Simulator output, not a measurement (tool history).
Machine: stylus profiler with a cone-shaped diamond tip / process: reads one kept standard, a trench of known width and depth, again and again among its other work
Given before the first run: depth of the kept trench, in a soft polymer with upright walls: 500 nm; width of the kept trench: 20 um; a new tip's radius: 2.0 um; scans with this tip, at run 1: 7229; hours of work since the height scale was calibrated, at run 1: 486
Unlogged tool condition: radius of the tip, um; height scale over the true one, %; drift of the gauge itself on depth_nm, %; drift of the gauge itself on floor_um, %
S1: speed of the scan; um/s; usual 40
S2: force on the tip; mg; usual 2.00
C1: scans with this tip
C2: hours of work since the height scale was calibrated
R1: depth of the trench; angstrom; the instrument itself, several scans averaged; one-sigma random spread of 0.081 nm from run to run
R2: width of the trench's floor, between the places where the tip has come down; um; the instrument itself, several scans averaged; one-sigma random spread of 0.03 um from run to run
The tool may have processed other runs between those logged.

run	hour	S1	S2	C1	C2	R1	R2
1	0.0	40	2.00	7229	486	5066.1	15.61
2	32.4	40	2.00	7539	507	5068.6	15.52
3	71.1	40	2.00	7909	531	5067.1	15.50
# hour 123.8: new tip fitted, height scale calibrated
4	137.4	14	2.00	130	9	5072.5	17.24
5	192.8	14	2.00	661	44	5071.8	17.08
6	252.5	14	2.00	1231	83	5072.6	16.96
7	294.1	14	2.00	1629	109	5071.2	16.86
8	364.8	14	2.00	2305	155	5071.0	16.64
9	405.8	19	1.34	2698	181	5053.1	16.50
10	453.8	19	1.38	3157	212	5054.6	16.49
11	510.1	118	0.96	3695	248	5041.2	15.70
12	552.9	44	2.59	4105	276	5082.7	16.16
13	621.7	82	3.08	4762	320	5092.9	15.94
14	661.6	20	2.00	5144	346	5067.6	16.00
15	729.6	20	2.00	5795	389	5067.6	15.86

Here are 3 independent what-if runs from the current tool condition. What would each one return?
A	760.8	32	1.43	6093	409	?	?
B	760.8	40	0.96	6093	409	?	?
C	760.8	40	1.65	6093	409	?	?

run	R1	R2
A	5053.0	15.74
B	5039.4	15.71
C	5057.8	15.67
What these runs would have given with no unlogged condition in the tool:
run	R1	R2
A	5058.8	17.21
B	5045.2	17.17
C	5063.6	17.14
